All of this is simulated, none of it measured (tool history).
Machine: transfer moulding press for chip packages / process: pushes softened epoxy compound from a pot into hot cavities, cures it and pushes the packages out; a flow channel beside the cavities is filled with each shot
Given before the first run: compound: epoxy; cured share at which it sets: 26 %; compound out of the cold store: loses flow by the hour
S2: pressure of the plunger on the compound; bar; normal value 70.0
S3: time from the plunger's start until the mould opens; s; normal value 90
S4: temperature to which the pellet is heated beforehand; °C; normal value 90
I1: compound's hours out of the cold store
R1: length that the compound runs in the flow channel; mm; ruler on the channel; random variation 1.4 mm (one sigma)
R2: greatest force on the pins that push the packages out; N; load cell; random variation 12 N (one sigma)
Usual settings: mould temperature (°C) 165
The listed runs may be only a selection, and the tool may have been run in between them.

{"run": 1, "hour": 0.0, "mould temperature (°C)": 165, "S2": 70.0, "S3": 90, "S4": 90, "I1": 14.5, "R1": 629, "R2": 1206}
{"run": 2, "hour": 18.8, "mould temperature (°C)": 165, "S2": 70.0, "S3": 90, "S4": 90, "I1": 18.0, "R1": 617, "R2": 709}
{"run": 3, "hour": 48.8, "mould temperature (°C)": 165, "S2": 70.0, "S3": 90, "S4": 90, "I1": 31.2, "R1": 571, "R2": 1088}
{"run": 4, "hour": 76.8, "mould temperature (°C)": 165, "S2": 70.0, "S3": 90, "S4": 88, "I1": 28.9, "R1": 578, "R2": 694}
{"run": 5, "hour": 107.1, "mould temperature (°C)": 165, "S2": 70.0, "S3": 90, "S4": 88, "I1": 45.7, "R1": 540, "R2": 1074}
{"run": 6, "hour": 142.0, "mould temperature (°C)": 165, "S2": 70.0, "S3": 90, "S4": 88, "I1": 14.7, "R1": 638, "R2": 854}
{"run": 7, "hour": 177.7, "mould temperature (°C)": 165, "S2": 70.0, "S3": 90, "S4": 90, "I1": 34.1, "R1": 572, "R2": 1170}
{"run": 8, "hour": 215.8, "mould temperature (°C)": 165, "S2": 70.0, "S3": 90, "S4": 90, "I1": 34.1, "R1": 570, "R2": 1046}
{"run": 9, "hour": 246.0, "mould temperature (°C)": 165, "S2": 70.0, "S3": 90, "S4": 90, "I1": 26.2, "R1": 594, "R2": 630}
{"run": 10, "hour": 270.5, "mould temperature (°C)": 165, "S2": 70.0, "S3": 105, "S4": 90, "I1": 40.1, "R1": 547, "R2": 884}
{"run": 11, "hour": 307.5, "mould temperature (°C)": 165, "S2": 70.0, "S3": 105, "S4": 90, "I1": 12.6, "R1": 638, "R2": 639}
{"run": 12, "hour": 323.3, "mould temperature (°C)": 170, "S2": 70.0, "S3": 90, "S4": 90, "I1": 43.6, "R1": 532, "R2": 824}
{"run": 13, "hour": 340.0, "mould temperature (°C)": 165, "S2": 70.0, "S3": 90, "S4": 90, "I1": 22.3, "R1": 603, "R2": 1177}
{"run": 14, "hour": 368.0, "mould temperature (°C)": 165, "S2": 70.0, "S3": 90, "S4": 91, "I1": 37.3, "R1": 555, "R2": 823}
{"run": 15, "hour": 405.8, "mould temperature (°C)": 171, "S2": 70.0, "S3": 85, "S4": 98, "I1": 8.3, "R1": 637, "R2": 1026}
{"run": 16, "hour": 440.3, "mould temperature (°C)": 171, "S2": 70.0, "S3": 85, "S4": 98, "I1": 17.2, "R1": 620, "R2": 916}
{"run": 17, "hour": 462.9, "mould temperature (°C)": 165, "S2": 80.2, "S3": 90, "S4": 90, "I1": 28.4, "R1": 631, "R2": 1191}
{"run": 18, "hour": 494.6, "mould temperature (°C)": 165, "S2": 70.0, "S3": 112, "S4": 90, "I1": 14.5, "R1": 637, "R2": 811}
{"run": 19, "hour": 528.0, "mould temperature (°C)": 165, "S2": 70.0, "S3": 112, "S4": 90, "I1": 44.0, "R1": 540, "R2": 476}
{"run": 20, "hour": 548.6, "mould temperature (°C)": 165, "S2": 70.0, "S3": 112, "S4": 90, "I1": 35.0, "R1": 568, "R2": 798}
{"run": 21, "hour": 578.0, "mould temperature (°C)": 165, "S2": 70.0, "S3": 90, "S4": 86, "I1": 39.5, "R1": 554, "R2": 1245}
{"run": 22, "hour": 602.3, "mould temperature (°C)": 162, "S2": 70.0, "S3": 90, "S4": 90, "I1": 47.1, "R1": 532, "R2": 1110}
{"run": 23, "hour": 626.0, "mould temperature (°C)": 165, "S2": 70.0, "S3": 90, "S4": 99, "I1": 46.4, "R1": 529, "R2": 1113}
{"run": 24, "hour": 658.7, "mould temperature (°C)": 170, "S2": 74.0, "S3": 85, "S4": 84, "I1": 33.6, "R1": 579, "R2": 902}
{"run": 25, "hour": 684.9, "mould temperature (°C)": 165, "S2": 55.6, "S3": 90, "S4": 83, "I1": 42.0, "R1": 482, "R2": 1222}
{"run": 26, "hour": 712.4, "mould temperature (°C)": 161, "S2": 70.0, "S3": 90, "S4": 92, "I1": 41.2, "R1": 545, "R2": 1172}
{"run": 27, "hour": 730.7, "mould temperature (°C)": 158, "S2": 65.9, "S3": 70, "S4": 92, "I1": 12.7, "R1": 624, "R2": 3280}
{"run": 28, "hour": 755.5, "mould temperature (°C)": 158, "S2": 65.9, "S3": 70, "S4": 92, "I1": 45.1, "R1": 533, "R2": 1445}

Not shown here: 17 entries made in the log between runs. Locate each between two listed runs and compare the hidden state at the listed run before it with the hidden state at the listed run after it:
From run 1 to run 2: cavities cleaned with cleaning compound and waxed (hour 14.0)
  true mould temperature over the reading, C: -0.1 -> -0.12; pressure that reaches the compound, % of what is set: 96.11 -> 95.85; grip of the stained cavities, % over clean ones': 106.1 -> 27.8
  difference, measured minus the result without the unlogged condition, R1: -12 -> -13 mm; R2: +624 -> +159 N
From run 3 to run 4: cavities cleaned with cleaning compound and waxed (hour 71.5)
  true mould temperature over the reading, C: -0.16 -> -0.2; pressure that reaches the compound, % of what is set: 95.41 -> 94.98; grip of the stained cavities, % over clean ones': 101 -> 25
  difference, measured minus the result without the unlogged condition, R1: -14 -> -14 mm; R2: +553 -> +145 N
From run 4 to run 5: plunger's sealing rings changed (hour 90.9)
  true mould temperature over the reading, C: -0.2 -> -0.24; pressure that reaches the compound, % of what is set: 94.98 -> 99.71; grip of the stained cavities, % over clean ones': 25 -> 95.5
  difference, measured minus the result without the unlogged condition, R1: -14 -> -1 mm; R2: +145 -> +532 N
From run 5 to run 6: cavities cleaned with cleaning compound and waxed (hour 131.4)
  true mould temperature over the reading, C: -0.24 -> -0.29; pressure that reaches the compound, % of what is set: 99.71 -> 99.23; grip of the stained cavities, % over clean ones': 95.5 -> 47.9
  difference, measured minus the result without the unlogged condition, R1: -1 -> -2 mm; R2: +532 -> +284 N
From run 7 to run 8: cavities cleaned with cleaning compound and waxed (hour 187.8)
  true mould temperature over the reading, C: -0.34 -> -0.4; pressure that reaches the compound, % of what is set: 98.7 -> 98.15; grip of the stained cavities, % over clean ones': 109.7 -> 88.7
  difference, measured minus the result without the unlogged condition, R1: -3 -> -4 mm; R2: +620 -> +501 N
From run 8 to run 9: cavities cleaned with cleaning compound and waxed (hour 244.0)
  true mould temperature over the reading, C: -0.4 -> -0.44; pressure that reaches the compound, % of what is set: 98.15 -> 97.73; grip of the stained cavities, % over clean ones': 88.7 -> 13.1
  difference, measured minus the result without the unlogged condition, R1: -4 -> -6 mm; R2: +501 -> +84 N
From run 10 to run 11: cavities cleaned with cleaning compound and waxed (hour 300.2)
  true mould temperature over the reading, C: -0.48 -> -0.54; pressure that reaches the compound, % of what is set: 97.35 -> 96.82; grip of the stained cavities, % over clean ones': 87.1 -> 31.3
  difference, measured minus the result without the unlogged condition, R1: -7 -> -10 mm; R2: +417 -> +157 N
From run 13 to run 14: cavities cleaned with cleaning compound and waxed (hour 357.7)
  true mould temperature over the reading, C: -0.59 -> -0.63; pressure that reaches the compound, % of what is set: 96.31 -> 95.9; grip of the stained cavities, % over clean ones': 104.9 -> 44.6
  difference, measured minus the result without the unlogged condition, R1: -11 -> -11 mm; R2: +617 -> +269 N
From run 15 to run 16: cavities cleaned with cleaning compound and waxed (hour 412.9); plunger's sealing rings changed (hour 418.1)
  true mould temperature over the reading, C: -0.69 -> -0.73; pressure that reaches the compound, % of what is set: 95.32 -> 99.29; grip of the stained cavities, % over clean ones': 111.9 -> 82.5
  difference, measured minus the result without the unlogged condition, R1: -15 -> -1 mm; R2: +551 -> +422 N
From run 17 to run 18: cavities cleaned with cleaning compound and waxed (hour 470.5)
  true mould temperature over the reading, C: -0.76 -> -0.8; pressure that reaches the compound, % of what is set: 98.9 -> 98.46; grip of the stained cavities, % over clean ones': 110.1 -> 82.4
  difference, measured minus the result without the unlogged condition, R1: -3 -> -4 mm; R2: +644 -> +372 N
From run 18 to run 19: cavities cleaned with cleaning compound and waxed (hour 527.1)
  true mould temperature over the reading, C: -0.8 -> -0.85; pressure that reaches the compound, % of what is set: 98.46 -> 98.01; grip of the stained cavities, % over clean ones': 82.4 -> 5.4
  difference, measured minus the result without the unlogged condition, R1: -4 -> -5 mm; R2: +372 -> +30 N
From run 21 to run 22: cavities cleaned with cleaning compound and waxed (hour 583.1)
  true mould temperature over the reading, C: -0.93 -> -0.96; pressure that reaches the compound, % of what is set: 97.29 -> 96.95; grip of the stained cavities, % over clean ones': 114.6 -> 69.7
  difference, measured minus the result without the unlogged condition, R1: -6 -> -7 mm; R2: +689 -> +491 N
From run 23 to run 24: cavities cleaned with cleaning compound and waxed (hour 639.6)
  true mould temperature over the reading, C: -1 -> -1.05; pressure that reaches the compound, % of what is set: 96.59 -> 96.13; grip of the stained cavities, % over clean ones': 107.2 -> 72.7
  difference, measured minus the result without the unlogged condition, R1: -8 -> -10 mm; R2: +597 -> +397 N
From run 25 to run 26: cavities cleaned with cleaning compound and waxed (hour 697.2)
  true mould temperature over the reading, C: -1.09 -> -1.12; pressure that reaches the compound, % of what is set: 95.72 -> 95.32; grip of the stained cavities, % over clean ones': 109.4 -> 61.5
  difference, measured minus the result without the unlogged condition, R1: -10 -> -12 mm; R2: +668 -> +495 N
From run 27 to run 28: plunger's sealing rings changed (hour 744.5); cavities cleaned with cleaning compound and waxed (hour 755.5)
  true mould temperature over the reading, C: -1.15 -> -1.18; pressure that reaches the compound, % of what is set: 95.06 -> 99.64; grip of the stained cavities, % over clean ones': 96.7 -> 1
  difference, measured minus the result without the unlogged condition, R1: -14 -> +1 mm; R2: +1701 -> +96 N
